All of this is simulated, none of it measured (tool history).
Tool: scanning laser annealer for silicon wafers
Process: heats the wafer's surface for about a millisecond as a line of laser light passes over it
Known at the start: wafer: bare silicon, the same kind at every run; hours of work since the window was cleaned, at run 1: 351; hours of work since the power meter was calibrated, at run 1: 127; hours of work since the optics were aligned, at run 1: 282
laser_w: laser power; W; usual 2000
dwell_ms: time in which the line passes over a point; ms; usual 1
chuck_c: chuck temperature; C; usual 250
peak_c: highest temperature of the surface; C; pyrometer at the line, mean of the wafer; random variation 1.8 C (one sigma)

run,hour,laser_w,dwell_ms,chuck_c,hours of work since the window was cleaned,hours of work since the power meter was calibrated,hours of work since the optics were aligned,peak_c
1,0,2000,1,250,351,127,282,978
2,9.7,2000,1,250,356,133,287,978
3,20.8,2000,1,216,362,139,294,939
# hour 28.1: window over the wafer cleaned
4,36.4,2000,1,216,5,147,301,948
5,54.9,2000,1,216,15,157,312,948
6,77.2,2000,1,216,28,170,324,946
7,86.8,2000,1,250,33,175,330,979
8,103.5,2081,1,250,42,184,339,1018
9,124.9,2081,1,250,54,196,351,1018
10,136.6,2081,1,250,61,203,358,1018
11,147.2,2081,1,250,67,209,364,1017
12,158.4,2081,1,250,73,215,370,1015
13,176.3,2081,1,250,83,225,380,1017
14,198.1,2081,1,250,95,238,392,1019
15,216.7,2000,1,250,106,248,403,978
16,230,1951,1,250,113,256,410,956
17,246.1,1951,1,250,122,265,419,959
18,265.2,2000,1,269,133,275,430,1002
19,275.5,2000,1,269,139,281,436,995
20,294.7,2000,1,250,150,292,446,976
21,309.3,2000,1,250,158,300,455,978
22,323.6,1996,0.81,250,166,308,463,892
23,334,1911,0.81,245,172,314,469,856
24,354.2,1911,0.81,245,183,325,480,854
25,365.6,1911,1.19,245,190,332,486,1009
26,377.3,1730,0.87,253,196,338,493,818
27,400.1,1730,0.87,253,209,351,506,820
28,411.9,2158,1,260,216,358,512,1057
29,430.4,2015,1,254,226,368,523,990
30,451.9,2142,1.15,272,238,380,535,1133
31,465.2,2142,1.15,272,246,388,542,1130
32,486.2,2142,1.15,272,257,399,554,1131
33,499.1,1712,1.15,272,265,407,561,928
34,516,2153,1.24,249,274,416,571,1150
35,535.8,2153,0.72,245,285,427,582,905
36,556,2010,0.78,234,297,439,593,869
37,575.3,2000,0.79,223,307,449,604,859
38,591.3,2000,0.79,223,316,459,613,855
39,610.2,2000,0.79,223,327,469,624,859
40,632,2000,0.79,223,339,481,636,859
41,647.5,2000,1,229,348,490,645,955

Some steps in peak_c between neighbouring runs. How much of each would the tool show without its hidden state too (settings, what came in, random variation), and how much is left for the hidden state, with any gauge scatter that isn't in both results?
The hidden state here: light that passes the window, % of a clean one's; laser's true power over the reading, %; width of the line over the set one, %; drift of the gauge itself on peak_c, C.
Run 1 -> 2: no setting changed, nothing entered. peak_c +0 C: hidden state +1, all else -1.
Run 2 -> 3: chuck_c 250 -> 216. peak_c -39 C: hidden state -1, all else -38.
Run 3 -> 4: window over the wafer cleaned. peak_c +9 C: hidden state +2, all else +7.
Run 27 -> 28: laser_w 1730 -> 2158, dwell_ms 0.87 -> 1, chuck_c 253 -> 260. peak_c +237 C: hidden state -1, all else +238.
Run 33 -> 34: laser_w 1712 -> 2153, dwell_ms 1.15 -> 1.24, chuck_c 272 -> 249. peak_c +222 C: hidden state +0, all else +222.
Run 34 -> 35: dwell_ms 1.24 -> 0.72, chuck_c 249 -> 245. peak_c -245 C: hidden state +0, all else -245.
